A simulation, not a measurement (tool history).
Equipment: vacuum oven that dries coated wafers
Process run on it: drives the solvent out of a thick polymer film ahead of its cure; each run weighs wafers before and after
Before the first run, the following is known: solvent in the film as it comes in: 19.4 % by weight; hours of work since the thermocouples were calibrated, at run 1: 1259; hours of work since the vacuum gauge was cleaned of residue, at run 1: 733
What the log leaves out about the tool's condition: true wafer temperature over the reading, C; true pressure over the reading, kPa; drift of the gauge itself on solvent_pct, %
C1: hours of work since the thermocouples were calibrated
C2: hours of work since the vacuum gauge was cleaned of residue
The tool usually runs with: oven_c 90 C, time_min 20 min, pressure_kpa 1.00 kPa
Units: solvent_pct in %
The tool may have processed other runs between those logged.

Run 1, hour 0.0: usual settings; C1 1259; C2 733. Result: solvent_pct 3.18 %.
Run 2, hour 43.9: usual settings; C1 1279; C2 753. Result: solvent_pct 3.35 %.
Run 3, hour 89.2: usual settings; C1 1300; C2 775. Result: solvent_pct 3.30 %.
Run 4, hour 133.2: usual settings; C1 1321; C2 795. Result: solvent_pct 3.33 %.
Run 5, hour 155.9: usual settings; C1 1332; C2 806. Result: solvent_pct 3.28 %.
Run 6, hour 194.0: usual settings; C1 1350; C2 824. Result: solvent_pct 3.31 %.
Run 7, hour 233.1: usual settings; C1 1368; C2 842. Result: solvent_pct 3.35 %.
Run 8, hour 274.4: usual settings but time_min 36 min; C1 1387; C2 862. Result: solvent_pct 1.57 %.
Run 9, hour 294.6: usual settings but time_min 36 min; C1 1397; C2 871. Result: solvent_pct 1.49 %.
Run 10, hour 326.7: usual settings but time_min 36 min; C1 1412; C2 886. Result: solvent_pct 1.52 %.
Run 11, hour 368.2: usual settings but time_min 36 min; C1 1431; C2 906. Result: solvent_pct 1.49 %.
Run 12, hour 409.7: usual settings; C1 1451; C2 925. Result: solvent_pct 3.49 %.
Run 13, hour 436.5: usual settings but time_min 19 min, pressure_kpa 3.71 kPa; C1 1463; C2 938. Result: solvent_pct 5.26 %.
At hour 440.8: vacuum gauge cleaned of residue and calibrated.
Run 14, hour 470.8: usual settings but oven_c 80 C, time_min 21 min, pressure_kpa 3.71 kPa; C1 1479; C2 14. Result: solvent_pct 8.30 %.
Run 15, hour 495.1: usual settings but oven_c 80 C, time_min 21 min, pressure_kpa 3.71 kPa; C1 1490; C2 25. Result: solvent_pct 8.11 %.
Run 16, hour 526.6: usual settings but oven_c 80 C, time_min 21 min, pressure_kpa 3.71 kPa; C1 1505; C2 40. Result: solvent_pct 8.19 %.
Run 17, hour 570.5: usual settings but oven_c 81 C, time_min 28 min, pressure_kpa 2.18 kPa; C1 1525; C2 61. Result: solvent_pct 5.35 %.
Run 18, hour 603.2: usual settings but oven_c 101 C, time_min 10 min; C1 1541; C2 76. Result: solvent_pct 4.15 %.
Run 19, hour 637.4: usual settings but oven_c 101 C, time_min 10 min, pressure_kpa 3.38 kPa; C1 1557; C2 92. Result: solvent_pct 5.01 %.
At hour 658.7: vacuum gauge cleaned of residue and calibrated, once more.
Run 20, hour 678.7: usual settings but oven_c 92 C, time_min 35 min, pressure_kpa 0.65 kPa; C1 1575; C2 9. Result: solvent_pct 0.88 %.
Run 21, hour 713.2: usual settings but oven_c 92 C, time_min 35 min, pressure_kpa 0.65 kPa; C1 1592; C2 26. Result: solvent_pct 0.89 %.
Run 22, hour 750.4: usual settings but oven_c 77 C, time_min 35 min, pressure_kpa 0.65 kPa; C1 1609; C2 43. Result: solvent_pct 3.64 %.
Run 23, hour 775.2: usual settings but time_min 16 min, pressure_kpa 2.43 kPa; C1 1621; C2 55. Result: solvent_pct 5.13 %.

Below are 3 alternative next runs, each starting from the tool's condition after run 23. Predict each:
Run A, hour 805.5: usual settings but oven_c 95 C, time_min 16 min, pressure_kpa 2.43 kPa; C1 1635; C2 69. Result: solvent_pct ?.
Run B, hour 805.5: usual settings but time_min 12 min, pressure_kpa 2.43 kPa; C1 1635; C2 69. Result: solvent_pct ?.
Run C, hour 805.5: usual settings but oven_c 77 C, time_min 16 min, pressure_kpa 1.37 kPa; C1 1635; C2 69. Result: solvent_pct ?.

run  solvent_pct
  A         3.81
  B         6.47
  C         8.41
With the hidden condition removed and each run's random variation left untouched, the same runs would have given:
run  solvent_pct
  A         2.99
  B         5.46
  C         7.34

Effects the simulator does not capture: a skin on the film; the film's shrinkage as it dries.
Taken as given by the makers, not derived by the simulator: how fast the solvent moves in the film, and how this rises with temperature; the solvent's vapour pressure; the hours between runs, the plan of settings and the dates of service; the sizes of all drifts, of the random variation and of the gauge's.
